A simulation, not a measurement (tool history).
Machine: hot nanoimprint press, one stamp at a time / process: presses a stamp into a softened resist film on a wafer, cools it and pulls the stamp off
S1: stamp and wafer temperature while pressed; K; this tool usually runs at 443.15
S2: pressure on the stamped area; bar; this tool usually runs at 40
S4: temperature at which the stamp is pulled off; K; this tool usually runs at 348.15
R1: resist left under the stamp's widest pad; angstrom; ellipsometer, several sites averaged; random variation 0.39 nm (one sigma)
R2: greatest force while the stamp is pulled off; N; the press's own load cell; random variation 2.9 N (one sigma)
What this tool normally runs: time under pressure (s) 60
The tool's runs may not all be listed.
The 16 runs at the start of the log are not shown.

{"run": 17, "hour": 710.7, "S1": 454.15, "S2": 40, "time under pressure (s)": 36, "S4": 348.15, "R1": 799, "R2": 184}
{"run": 18, "hour": 759.8, "S1": 441.15, "S2": 63, "time under pressure (s)": 62, "S4": 348.15, "R1": 992, "R2": 190}
{"run": 19, "hour": 784.0, "S1": 450.15, "S2": 44.2, "time under pressure (s)": 60, "S4": 348.15, "R1": 747, "R2": 188}
{"run": 20, "hour": 811.1, "S1": 453.15, "S2": 40, "time under pressure (s)": 59, "S4": 337.15, "R1": 682, "R2": 217}
{"hour": 849.1, "done": "press's hydraulic seals changed and the load cell set to zero"}
{"run": 21, "hour": 852.7, "S1": 453.15, "S2": 40, "time under pressure (s)": 59, "S4": 337.15, "R1": 642, "R2": 222}
{"run": 22, "hour": 892.3, "S1": 441.15, "S2": 34.3, "time under pressure (s)": 60, "S4": 344.15, "R1": 1184, "R2": 207}
{"hour": 940.1, "done": "stamp cleaned and given a new release coat"}
{"run": 23, "hour": 956.3, "S1": 445.15, "S2": 49.6, "time under pressure (s)": 72, "S4": 352.15, "R1": 788, "R2": 133}
{"run": 24, "hour": 986.0, "S1": 443.15, "S2": 40, "time under pressure (s)": 32, "S4": 348.15, "R1": 1239, "R2": 149}
{"run": 25, "hour": 1040.9, "S1": 439.15, "S2": 29, "time under pressure (s)": 32, "S4": 348.15, "R1": 1552, "R2": 154}
{"run": 26, "hour": 1098.7, "S1": 439.15, "S2": 29, "time under pressure (s)": 32, "S4": 348.15, "R1": 1559, "R2": 160}
{"run": 27, "hour": 1123.2, "S1": 439.15, "S2": 29, "time under pressure (s)": 32, "S4": 348.15, "R1": 1539, "R2": 155}
{"run": 28, "hour": 1175.0, "S1": 437.15, "S2": 38.3, "time under pressure (s)": 42, "S4": 352.15, "R1": 1450, "R2": 150}
{"run": 29, "hour": 1227.4, "S1": 436.15, "S2": 40, "time under pressure (s)": 40, "S4": 348.15, "R1": 1488, "R2": 173}
{"run": 30, "hour": 1261.9, "S1": 436.15, "S2": 40, "time under pressure (s)": 40, "S4": 348.15, "R1": 1483, "R2": 172}

Branching from run 30: 4 alternative next runs. What would each branch give?
{"run": "A", "hour": 1311.5, "S1": 443.15, "S2": 25.6, "time under pressure (s)": 60, "S4": 348.15, "R1": "?", "R2": "?"}
{"run": "B", "hour": 1311.5, "S1": 449.15, "S2": 45.1, "time under pressure (s)": 48, "S4": 348.15, "R1": "?", "R2": "?"}
{"run": "C", "hour": 1311.5, "S1": 438.15, "S2": 40, "time under pressure (s)": 40, "S4": 350.15, "R1": "?", "R2": "?"}
{"run": "D", "hour": 1311.5, "S1": 443.15, "S2": 38.8, "time under pressure (s)": 60, "S4": 348.15, "R1": "?", "R2": "?"}

run=A R1=1182 R2=177
run=B R1=768 R2=182
run=C R1=1377 R2=174
run=D R1=1001 R2=177
Without the tool's hidden state the same runs would have given:
run=A R1=1254 R2=142
run=B R1=820 R2=146
run=C R1=1448 R2=140
run=D R1=1069 R2=142
